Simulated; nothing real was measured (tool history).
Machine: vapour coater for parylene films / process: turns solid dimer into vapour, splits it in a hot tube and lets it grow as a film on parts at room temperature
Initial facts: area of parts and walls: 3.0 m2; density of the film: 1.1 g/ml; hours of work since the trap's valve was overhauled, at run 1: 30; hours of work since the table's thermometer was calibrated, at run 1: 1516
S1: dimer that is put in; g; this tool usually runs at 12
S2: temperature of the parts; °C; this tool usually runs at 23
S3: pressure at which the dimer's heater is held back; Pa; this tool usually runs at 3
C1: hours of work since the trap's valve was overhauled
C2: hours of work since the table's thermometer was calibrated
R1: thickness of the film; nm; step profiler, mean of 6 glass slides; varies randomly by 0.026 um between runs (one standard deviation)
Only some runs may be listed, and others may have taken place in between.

run     day  S1  S2     S3   C1    C2    R1
  1       0  12  23      3   30  1516  2040
      0.738  -- table's thermometer calibrated
  2   1.275  12  23      3   56    11  2010
  3   3.283  12  23      3   99    54  2050
  4   4.254  12  26      3  120    75  1750
  5   5.496  12  26      3  146   101  1800
  6   7.442  12  26      3  187   143  1720
  7   8.938  12  26      3  219   174  1740
  8  11.088  12  23   2.29  265   220  2050
  9  12.475  12  23   4.16  295   250  1800
 10  14.183   7  23      3  331   286  1120
 11  15.429   7  23      3  357   313  1100
 12  17.162  11  23      3  394   349  1720
 13  18.371  11  23      3  420   375  1740
 14  19.792  11  23      3  450   405  1710
     21.388  -- trap's valve overhauled
 15  21.592  11  23      3    4   440  1600
 16   23.45  12  23   6.98   44   480  1500
 17  25.462  12  23   6.98   87   523  1470
 18  27.112   9  23      3  122   558  1260
 19  28.321   6  23      3  147   583   790
     28.817  -- trap's valve overhauled, once more
 20  30.488   6  23   2.08   36   626  1110
 21  31.667   6  23   2.08   61   651  1060
 22  33.775  12  23      3  105   696  2010
 23  35.642  12  23      3  145   736  2020
 24  36.521  12  22    5.3  164   754  1910
 25  37.508   9  29      3  185   775  1110
 26  39.546  12  23   3.07  228   819  1930
 27  40.862  12  23   3.07  256   847  1910
 28  41.817   7  20  11.56  277   867  1050
 29  43.883  12  28   5.94  321   911  1340
 30  45.329  14  23      3  351   942  2220
 31  47.475  13  16   6.74  397   987  2400
 32    49.5  13  16   6.74  440  1030  2330
 33  50.792  12  18   4.09  468  1058  2190
     51.596  -- trap's valve overhauled
 34  51.888  12  18   4.09    6  1078  2420
 35  52.942  12  33   2.51   29  1100  1350
 36  54.162  12  33   2.51   55  1126  1380
 37  56.246  12  33   2.51   99  1171  1330
 38  58.117  12  33   2.51  139  1210  1320
 39  59.871  12  33   2.51  176  1248  1260
 40  60.854  12  33   2.51  197  1269  1290
 41  62.467   7  32   5.36  231  1303   730
 42  63.729  11  21   2.87  258  1330  1920
 43  65.629   7  19   4.41  299  1370  1220
 44  67.004  21  20  11.61  328  1399  3000
 45  67.875  21  20  11.61  346  1418  2970
 46  69.162  12  18   2.37  374  1445  2410

Alternative continuations, all from the tool just after run 46; predict every row:
  A  70.225   8  25  9.46  396  1468   ?
  B  70.225   5  23  4.17  396  1468   ?
  C  70.225  11  24  2.72  396  1468   ?

run    R1
  A   920
  B   740
  C  1650
Stripped of hidden state, with their random variation kept, the same runs would have yielded:
run    R1
  A  1050
  B   840
  C  1880
